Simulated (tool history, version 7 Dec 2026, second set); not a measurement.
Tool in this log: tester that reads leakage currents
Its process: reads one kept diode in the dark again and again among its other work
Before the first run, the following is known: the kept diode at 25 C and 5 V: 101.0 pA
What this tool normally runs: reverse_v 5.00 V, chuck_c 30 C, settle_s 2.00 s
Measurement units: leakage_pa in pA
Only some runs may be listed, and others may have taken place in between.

{"run": 1, "day": 0.0, "reverse_v": 5.0, "chuck_c": 30, "settle_s": 2.0, "leakage_pa": 151.41}
{"run": 2, "day": 5.554, "reverse_v": 5.0, "chuck_c": 30, "settle_s": 0.53, "leakage_pa": 152.85}
{"run": 3, "day": 10.45, "reverse_v": 5.0, "chuck_c": 30, "settle_s": 0.53, "leakage_pa": 152.88}
{"run": 4, "day": 14.696, "reverse_v": 5.0, "chuck_c": 38, "settle_s": 2.0, "leakage_pa": 280.67}
{"day": 18.2, "done": "tester calibrated"}
{"run": 5, "day": 20.288, "reverse_v": 5.0, "chuck_c": 38, "settle_s": 2.0, "leakage_pa": 288.14}
{"run": 6, "day": 26.225, "reverse_v": 5.0, "chuck_c": 38, "settle_s": 2.0, "leakage_pa": 289.43}
{"run": 7, "day": 30.142, "reverse_v": 5.0, "chuck_c": 54, "settle_s": 2.0, "leakage_pa": 891.55}
{"run": 8, "day": 33.983, "reverse_v": 16.34, "chuck_c": 54, "settle_s": 4.12, "leakage_pa": 1280.66}
{"run": 9, "day": 37.321, "reverse_v": 2.28, "chuck_c": 30, "settle_s": 0.8, "leakage_pa": 127.1}
{"day": 37.983, "done": "probe card cleaned and baked"}
{"run": 10, "day": 43.638, "reverse_v": 2.28, "chuck_c": 30, "settle_s": 0.8, "leakage_pa": 127.91}

Predict the results of run 11:
{"run": 11, "day": 48.817, "reverse_v": 2.28, "chuck_c": 30, "settle_s": 0.49, "leakage_pa": "?"}

Run 11 gave leakage_pa 129.45 pA.
The same run, on a tool lacking any hidden state, would have yielded leakage_pa 118.95 pA.
